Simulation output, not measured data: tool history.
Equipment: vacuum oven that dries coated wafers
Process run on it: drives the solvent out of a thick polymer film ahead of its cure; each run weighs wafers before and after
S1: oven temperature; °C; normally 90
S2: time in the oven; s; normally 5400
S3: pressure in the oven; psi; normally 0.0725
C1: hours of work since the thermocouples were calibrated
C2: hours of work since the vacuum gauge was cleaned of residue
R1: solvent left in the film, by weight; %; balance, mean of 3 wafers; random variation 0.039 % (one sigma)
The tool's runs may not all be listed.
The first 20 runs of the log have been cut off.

run 21 hour=594.1 | S1=97 S2=4440 S3=0.2302 | C1=108 C2=835 | R1=2.23
-- hour=603.7 oven's thermocouples calibrated, once more
run 22 hour=628.9 | S1=89 S2=5160 S3=0.1342 | C1=10 C2=848 | R1=2.61
run 23 hour=652.4 | S1=81 S2=5400 S3=0.0714 | C1=20 C2=858 | R1=3.90
run 24 hour=674.8 | S1=81 S2=5400 S3=0.0714 | C1=29 C2=867 | R1=3.77
run 25 hour=696.7 | S1=79 S2=6180 S3=0.0875 | C1=38 C2=876 | R1=4.34
run 26 hour=734.7 | S1=79 S2=6180 S3=0.0875 | C1=53 C2=891 | R1=4.28
run 27 hour=764.3 | S1=79 S2=6180 S3=0.0875 | C1=65 C2=903 | R1=4.26
run 28 hour=787.0 | S1=90 S2=6780 S3=0.0725 | C1=75 C2=913 | R1=1.35
run 29 hour=810.1 | S1=90 S2=6780 S3=0.0725 | C1=84 C2=922 | R1=1.43
run 30 hour=845.2 | S1=90 S2=6780 S3=0.0725 | C1=98 C2=936 | R1=1.33
run 31 hour=864.3 | S1=102 S2=5400 S3=0.0822 | C1=106 C2=944 | R1=0.79
run 32 hour=900.7 | S1=98 S2=6480 S3=0.0634 | C1=121 C2=959 | R1=0.76
run 33 hour=934.2 | S1=81 S2=5400 S3=0.0716 | C1=135 C2=972 | R1=3.86
run 34 hour=956.0 | S1=77 S2=9420 S3=0.0450 | C1=143 C2=981 | R1=2.80
run 35 hour=974.3 | S1=77 S2=8760 S3=0.1703 | C1=151 C2=989 | R1=5.25
run 36 hour=995.7 | S1=77 S2=8760 S3=0.0477 | C1=160 C2=998 | R1=3.12
run 37 hour=1015.6 | S1=77 S2=8760 S3=0.0477 | C1=168 C2=1006 | R1=3.11

Consider 5 possible next runs. They are alternatives, not a sequence: every one starts from the tool as it was left by run 37. What does each give?
run A hour=1049.4 | S1=77 S2=6300 S3=0.0477 | C1=181 C2=1019 | R1=?
run B hour=1049.4 | S1=86 S2=4320 S3=0.0727 | C1=181 C2=1019 | R1=?
run C hour=1049.4 | S1=88 S2=3000 S3=0.1912 | C1=181 C2=1019 | R1=?
run D hour=1049.4 | S1=77 S2=8760 S3=0.1362 | C1=181 C2=1019 | R1=?
run E hour=1049.4 | S1=95 S2=5400 S3=0.0827 | C1=181 C2=1019 | R1=?

run=A R1=4.22
run=B R1=3.08
run=C R1=4.92
run=D R1=4.69
run=E R1=1.22
Had the tool no hidden state, the same runs would have come out as:
run=A R1=3.71
run=B R1=2.68
run=C R1=4.55
run=D R1=4.13
run=E R1=0.93
